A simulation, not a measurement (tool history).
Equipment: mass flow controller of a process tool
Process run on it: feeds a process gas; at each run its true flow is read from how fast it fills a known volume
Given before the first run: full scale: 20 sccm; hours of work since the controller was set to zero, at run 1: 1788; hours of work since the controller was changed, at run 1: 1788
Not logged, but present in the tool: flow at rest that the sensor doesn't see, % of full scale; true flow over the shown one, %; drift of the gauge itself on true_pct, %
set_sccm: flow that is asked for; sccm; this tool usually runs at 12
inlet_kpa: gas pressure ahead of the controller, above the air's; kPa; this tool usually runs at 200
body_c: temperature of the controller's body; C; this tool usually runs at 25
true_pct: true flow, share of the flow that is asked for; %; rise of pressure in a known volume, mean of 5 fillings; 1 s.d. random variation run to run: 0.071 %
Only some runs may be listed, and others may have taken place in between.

run,hour,set_sccm,inlet_kpa,body_c,hours of work since the controller was set to zero,hours of work since the controller was changed,true_pct
1,0.0,12,200,25,1788,1788,101.68
2,468.9,12,200,25,2052,2052,101.97
3,878.7,12,264,25,2283,2283,102.75
4,1191.8,12,264,25,2460,2460,103.00
5,1449.5,12,264,25,2605,2605,103.14
6,1771.1,12,200,25,2786,2786,102.89
7,2092.7,12,273,25,2968,2968,103.60
8,2608.3,12,200,25,3258,3258,103.35
9,3080.9,12,200,25,3525,3525,103.74
10,3582.7,12,200,38,3808,3808,102.84
11,3946.1,4,200,25,4012,4012,105.93
12,4420.6,12,200,25,4280,4280,104.65
13,4882.0,12,200,25,4540,4540,104.94
14,5273.4,12,200,25,4761,4761,105.26
15,5543.3,12,200,25,4913,4913,105.50
# hour 5759.5: controller exchanged for a calibrated one
16,6020.7,12,200,25,147,147,99.76
17,6266.8,12,200,25,286,286,99.95
18,6656.3,12,200,37,506,506,99.12
19,6987.5,12,268,25,692,692,101.00
20,7319.8,12,268,25,880,880,101.15
21,7657.9,12,268,25,1070,1070,101.36
# hour 7680.7: controller's zero set anew
22,7923.7,3,200,25,137,1220,102.55
23,8395.0,9,200,25,403,1485,101.72
24,8806.6,9,200,25,635,1718,102.12
25,9161.4,4,189,25,835,1918,103.15
26,9681.8,5,194,31,1128,2211,102.70
27,9980.3,5,194,31,1296,2379,102.79
28,10408.6,12,200,31,1538,2621,102.48
# hour 10477.2: controller's zero set anew, once more
29,10748.4,2,232,22,153,2812,103.61
30,11260.9,2,232,22,442,3101,104.31
31,11758.5,11,276,22,722,3381,104.08
32,12053.5,12,200,24,889,3548,103.56
33,12517.3,11,200,24,1150,3809,103.95
34,12895.2,11,200,24,1363,4022,104.15
35,13250.4,12,274,25,1563,4222,104.86
36,13634.1,4,271,25,1780,4439,105.96
37,14115.9,12,145,29,2051,4710,104.15
38,14362.4,12,200,25,2190,4849,105.09
# hour 14672.5: controller exchanged for a calibrated one
39,14843.5,4,207,38,96,96,98.76
40,15313.2,6,207,38,361,361,99.06
41,15523.9,6,207,32,480,480,99.87
42,15759.5,19,207,34,613,613,99.99
43,16133.4,19,234,32,824,824,100.53
44,16360.8,16,200,20,952,952,101.50
45,16768.3,16,200,20,1181,1181,101.83
46,17229.1,8,200,20,1441,1441,102.14
47,17673.9,7,207,22,1692,1692,102.29
48,18024.9,7,207,22,1890,1890,102.53

Some steps in true_pct, run to run, broken into two amounts with sign: the step expected even without the hidden condition (settings, incoming material, random variation), and the rest, left for the hidden condition together with whatever gauge scatter is not in both the measured and the hidden-condition-free result:
Run 10 -> 11: set_sccm 12 -> 4, body_c 38 -> 25. true_pct +3.09 %: hidden state +2.15, all else +0.94.
Run 15 -> 16: controller exchanged for a calibrated one. true_pct -5.74 %: hidden state -5.62, all else -0.12.
Run 38 -> 39: set_sccm 12 -> 4, inlet_kpa 200 -> 207, body_c 25 -> 38, controller exchanged for a calibrated one. true_pct -6.33 %: hidden state -4.91, all else -1.42.

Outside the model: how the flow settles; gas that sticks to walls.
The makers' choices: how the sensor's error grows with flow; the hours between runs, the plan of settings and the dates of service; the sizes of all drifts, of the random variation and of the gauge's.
